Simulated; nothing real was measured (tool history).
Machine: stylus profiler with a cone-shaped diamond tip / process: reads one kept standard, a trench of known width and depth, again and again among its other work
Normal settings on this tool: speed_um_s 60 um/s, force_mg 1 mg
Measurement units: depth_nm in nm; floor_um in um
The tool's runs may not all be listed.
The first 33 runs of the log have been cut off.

| run | day | speed_um_s | force_mg | depth_nm | floor_um |
|---|---|---|---|---|---|
| 34 | 41.567 | 28 | 0.48 | 201.29 | 27.75 |
| 35 | 42.704 | 128 | 0.48 | 201.53 | 26.98 |
| 36 | 43.867 | 128 | 0.48 | 201.45 | 26.99 |
| 37 | 45.325 | 60 | 0.63 | 201.54 | 27.56 |
| 38 | 46.075 | 60 | 0.63 | 201.65 | 27.59 |
| 39 | 47.008 | 60 | 0.63 | 201.67 | 27.54 |
| 40 | 48.733 | 67 | 1.05 | 201.95 | 27.59 |
| 41 | 50.083 | 91 | 0.66 | 201.66 | 27.35 |
| 42 | 51.483 | 224 | 1.63 | 202.38 | 26.99 |
| 43 | 52.854 | 224 | 1.63 | 202.21 | 26.95 |
| 44 | 54.312 | 133 | 1.04 | 201.89 | 27.24 |
| 45 | 55.896 | 60 | 0.51 | 201.57 | 27.44 |
| 46 | 57.462 | 230 | 0.65 | 201.67 | 26.33 |
| 47 | 58.333 | 39 | 0.79 | 201.82 | 27.66 |

3 ways to go on from here, each from the tool as it stands after run 47. What would each give?
| A | 59.425 | 146 | 1.33 | ? | ? |
| B | 59.425 | 70 | 2.35 | ? | ? |
| C | 59.425 | 31 | 1.2 | ? | ? |

| run | depth_nm | floor_um |
|---|---|---|
| A | 202.17 | 27.23 |
| B | 202.88 | 27.64 |
| C | 202.02 | 27.75 |
Take away the tool's hidden state, keep each run's random variation, and the runs would have read:
| run | depth_nm | floor_um |
|---|---|---|
| A | 201.19 | 27.59 |
| B | 201.89 | 27.99 |
| C | 201.04 | 28.11 |
